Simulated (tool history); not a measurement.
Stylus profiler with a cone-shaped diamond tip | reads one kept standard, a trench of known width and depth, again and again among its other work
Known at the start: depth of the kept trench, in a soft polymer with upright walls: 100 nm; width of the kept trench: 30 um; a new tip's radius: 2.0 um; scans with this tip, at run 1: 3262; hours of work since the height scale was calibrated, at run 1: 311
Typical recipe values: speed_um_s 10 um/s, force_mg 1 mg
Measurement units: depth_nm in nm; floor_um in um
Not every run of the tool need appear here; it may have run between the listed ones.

run,hour,speed_um_s,force_mg,scans with this tip,hours of work since the height scale was calibrated,depth_nm,floor_um
1,0,10,1,3262,311,100.32,28.5
2,50.4,10,1,3518,335,100.32,28.54
3,103.1,10,1,3785,361,100.25,28.49
4,166.6,3,1,4106,392,100.16,28.39
5,265.9,10,0.35,4610,440,100.04,28.41
6,368,10,0.35,5127,489,99.95,28.37
7,421.9,9,1,5400,515,100.22,28.4
8,494.4,9,1,5767,550,100.17,28.36
9,559.1,8,1,6095,581,100.21,28.31
10,628.4,8,1,6446,615,100.08,28.33

The next listed run, before its measurement:
11,728.1,8,1,6951,663,?,?

depth_nm: 100.11 nm
floor_um: 28.29 um
With the hidden condition absent and the run-to-run variation left alone, this run would have shown depth_nm 100.45 nm, floor_um 28.72 um.
